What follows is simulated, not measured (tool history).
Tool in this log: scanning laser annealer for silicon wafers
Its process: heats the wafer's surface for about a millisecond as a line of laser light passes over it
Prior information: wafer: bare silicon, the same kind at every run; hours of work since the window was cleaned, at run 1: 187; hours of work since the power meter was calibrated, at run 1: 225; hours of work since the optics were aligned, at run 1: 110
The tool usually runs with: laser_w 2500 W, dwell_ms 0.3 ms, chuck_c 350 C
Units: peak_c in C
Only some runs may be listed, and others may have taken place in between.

run	hour	laser_w	dwell_ms	chuck_c	hours of work since the window was cleaned	hours of work since the power meter was calibrated	hours of work since the optics were aligned	peak_c
1	0	2500	0.3	350	187	225	110	1141
2	7.2	2500	0.3	350	190	229	113	1137
3	14.7	2500	0.3	350	194	232	117	1139
4	24.1	2500	0.3	347	198	237	122	1135
5	35.4	2500	0.3	347	204	242	127	1134
6	41.1	2500	0.3	350	207	245	130	1139
7	53.5	2500	0.3	350	213	251	136	1137
8	60.3	2500	0.3	345	216	254	139	1132
9	72	2500	0.362	350	222	260	145	1221
10	81.9	2500	0.362	350	226	265	150	1219
11	91.4	2500	0.3	311	231	269	154	1097
12	97.6	2500	0.3	311	234	272	157	1097
13	109.5	2500	0.3	329	240	278	163	1113
14	115.6	2500	0.3	329	243	281	166	1116
15	124.8	2500	0.3	329	247	286	170	1116
16	132.1	2500	0.3	329	251	289	174	1117
17	139.8	2414	0.367	385	254	293	178	1224
18	148.1	2689	0.269	327	258	297	182	1134
19	160.2	2147	0.238	342	264	303	188	918
20	171.6	2147	0.238	342	270	308	193	919
21	179.5	2147	0.238	342	274	312	197	917
22	188.3	2616	0.238	342	278	316	201	1072
23	196.2	2616	0.238	342	282	320	205	1073
24	207.2	2616	0.238	342	287	326	210	1076
25	215.7	2616	0.238	342	291	330	214	1072
26	226.5	2616	0.238	342	296	335	220	1072
27	233.9	2434	0.226	342	300	339	223	992
28	244.2	2570	0.226	342	305	344	228	1040
29	254.8	2570	0.226	342	310	349	233	1037
30	263	2570	0.226	342	314	353	237	1038
31	270	2436	0.226	370	318	356	241	1016

4 ways to go on from here, each from the tool as it stands after run 31. What would each give?
A	282.3	2500	0.3	358	324	362	247	?
B	282.3	2323	0.3	316	324	362	247	?
C	282.3	2500	0.3	376	324	362	247	?
D	282.3	2500	0.279	361	324	362	247	?

run	peak_c
A	1143
B	1036
C	1162
D	1116
Stripped of hidden state, with their random variation kept, the same runs would have yielded:
run	peak_c
A	1156
B	1048
C	1175
D	1128

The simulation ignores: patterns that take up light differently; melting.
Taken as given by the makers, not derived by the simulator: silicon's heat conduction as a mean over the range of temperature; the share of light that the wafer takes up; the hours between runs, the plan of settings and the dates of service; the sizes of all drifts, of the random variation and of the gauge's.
